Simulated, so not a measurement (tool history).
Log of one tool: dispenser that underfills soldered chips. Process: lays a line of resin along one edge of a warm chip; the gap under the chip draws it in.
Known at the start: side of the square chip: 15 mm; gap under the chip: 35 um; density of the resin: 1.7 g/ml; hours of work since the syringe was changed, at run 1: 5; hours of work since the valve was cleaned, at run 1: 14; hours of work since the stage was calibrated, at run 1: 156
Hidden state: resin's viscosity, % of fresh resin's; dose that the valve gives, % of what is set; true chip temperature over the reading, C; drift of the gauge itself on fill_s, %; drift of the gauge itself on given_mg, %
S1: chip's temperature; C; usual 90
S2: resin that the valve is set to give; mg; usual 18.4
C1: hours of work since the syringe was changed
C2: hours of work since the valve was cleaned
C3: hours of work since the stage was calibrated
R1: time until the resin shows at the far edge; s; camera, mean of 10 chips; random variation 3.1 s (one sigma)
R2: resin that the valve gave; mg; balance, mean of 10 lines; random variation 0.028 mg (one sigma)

| run | hour | S1 | S2 | C1 | C2 | C3 | R1 | R2 |
|---|---|---|---|---|---|---|---|---|
| 1 | 0 | 90 | 18.4 | 5 | 14 | 156 | 400.4 | 18.31 |
| 2 | 4.5 | 90 | 18.4 | 8 | 17 | 159 | 447.9 | 18.27 |
|  | 5.4 | new syringe of resin |
| 3 | 8.4 | 90 | 15.9 | 2 | 19 | 161 | 367 | 15.74 |
| 4 | 11.8 | 90 | 18.4 | 4 | 21 | 163 | 376.8 | 18.19 |
| 5 | 16.9 | 90 | 18.4 | 7 | 24 | 166 | 432.6 | 18.14 |
|  | 19.1 | new syringe of resin |
| 6 | 21.5 | 90 | 18.4 | 2 | 27 | 169 | 344.7 | 18.16 |
| 7 | 26.4 | 90 | 18.4 | 5 | 30 | 172 | 385.3 | 18.12 |
| 8 | 30.8 | 90 | 16.3 | 7 | 33 | 175 | 459.3 | 15.99 |
|  | 32.7 | new syringe of resin |
| 9 | 35.5 | 90 | 16.3 | 2 | 36 | 178 | 357.9 | 15.99 |
| 10 | 41.7 | 91 | 18.4 | 6 | 40 | 182 | 392.8 | 18.04 |
|  | 46.2 | new syringe of resin |
|  | 48.7 | dispensing valve cleaned and set on the balance |
| 11 | 49.1 | 91 | 18.4 | 1 | 0 | 186 | 329 | 18.42 |
| 12 | 52.5 | 91 | 18.4 | 3 | 2 | 188 | 356 | 18.37 |
| 13 | 55.5 | 90 | 23.5 | 5 | 4 | 190 | 391.5 | 23.46 |
| 14 | 59.6 | 90 | 23.5 | 8 | 7 | 192 | 441.2 | 23.39 |
|  | 60.9 | new syringe of resin |
| 15 | 66.1 | 90 | 23.5 | 3 | 11 | 196 | 370.9 | 23.47 |
| 16 | 69.9 | 87 | 23.5 | 6 | 13 | 199 | 447.2 | 23.39 |
|  | 74.3 | new syringe of resin |
| 17 | 74.3 | 78 | 23.5 | 0 | 16 | 201 | 516.3 | 23.35 |
| 18 | 79 | 103 | 18.4 | 3 | 19 | 204 | 235.6 | 18.26 |
| 19 | 85.8 | 86 | 21.1 | 7 | 23 | 209 | 505.3 | 20.82 |
|  | 87.8 | new syringe of resin |
| 20 | 92.6 | 86 | 21.1 | 3 | 27 | 213 | 424.6 | 20.77 |
| 21 | 99.1 | 85 | 21.6 | 7 | 32 | 217 | 520.5 | 21.28 |
|  | 101.5 | new syringe of resin |
| 22 | 104.3 | 81 | 20.7 | 2 | 35 | 220 | 502.4 | 20.34 |
| 23 | 111.1 | 81 | 20.7 | 6 | 39 | 225 | 587.9 | 20.25 |
| 24 | 114.5 | 81 | 20.7 | 8 | 41 | 227 | 641.1 | 20.27 |
|  | 115.4 | new syringe of resin |
|  | 119.2 | dispensing valve cleaned and set on the balance |
| 25 | 121.6 | 104 | 18.4 | 3 | 2 | 230 | 229.7 | 18.38 |
| 26 | 125.3 | 91 | 18.4 | 6 | 4 | 233 | 416.1 | 18.29 |
|  | 130 | new syringe of resin |
| 27 | 130.5 | 94 | 16 | 0 | 7 | 236 | 298.4 | 15.91 |
| 28 | 136 | 79 | 16 | 4 | 11 | 240 | 625 | 15.91 |
| 29 | 140.7 | 99 | 22.8 | 7 | 14 | 242 | 309.9 | 22.61 |
|  | 143.7 | new syringe of resin |
| 30 | 146.4 | 99 | 22.8 | 2 | 17 | 246 | 240.7 | 22.55 |
| 31 | 149.9 | 99 | 22.8 | 4 | 19 | 248 | 265.1 | 22.59 |
| 32 | 154.5 | 99 | 22.8 | 7 | 22 | 251 | 295.9 | 22.58 |
|  | 157.3 | new syringe of resin |
| 33 | 158.3 | 99 | 22.8 | 1 | 24 | 253 | 232.7 | 22.47 |
| 34 | 162.8 | 79 | 18.4 | 4 | 27 | 256 | 590.6 | 18.13 |
| 35 | 167.6 | 95 | 18.4 | 7 | 30 | 259 | 356.5 | 18.07 |
|  | 171 | new syringe of resin |
| 36 | 171 | 95 | 18.4 | 0 | 32 | 261 | 280.1 | 18.09 |

The same runs without the tool's hidden state, with the same run-to-run variation:
| run | R1 | R2 |
|---|---|---|
| 1 | 314 | 18.44 |
| 2 | 313.1 | 18.43 |
| 3 | 326.3 | 15.9 |
| 4 | 307.8 | 18.4 |
| 5 | 310.1 | 18.38 |
| 6 | 314.4 | 18.43 |
| 7 | 310.2 | 18.42 |
| 8 | 329 | 16.28 |
| 9 | 316.2 | 16.3 |
| 10 | 297 | 18.43 |
| 11 | 299 | 18.4 |
| 12 | 296.9 | 18.37 |
| 13 | 302.2 | 23.5 |
| 14 | 307.2 | 23.45 |
| 15 | 304.3 | 23.59 |
| 16 | 333.1 | 23.53 |
| 17 | 478.5 | 23.52 |
| 18 | 195 | 18.43 |
| 19 | 350 | 21.06 |
| 20 | 355.3 | 21.06 |
| 21 | 368.9 | 21.62 |
| 22 | 437 | 20.7 |
| 23 | 430.2 | 20.66 |
| 24 | 429.9 | 20.7 |
| 25 | 187.2 | 18.41 |
| 26 | 307.3 | 18.34 |
| 27 | 276 | 15.98 |
| 28 | 498.8 | 16.01 |
| 29 | 221.9 | 22.78 |
| 30 | 215.3 | 22.76 |
| 31 | 216.8 | 22.82 |
| 32 | 215.3 | 22.85 |
| 33 | 214.3 | 22.76 |
| 34 | 479.7 | 18.4 |
| 35 | 258.1 | 18.36 |
| 36 | 260.5 | 18.4 |
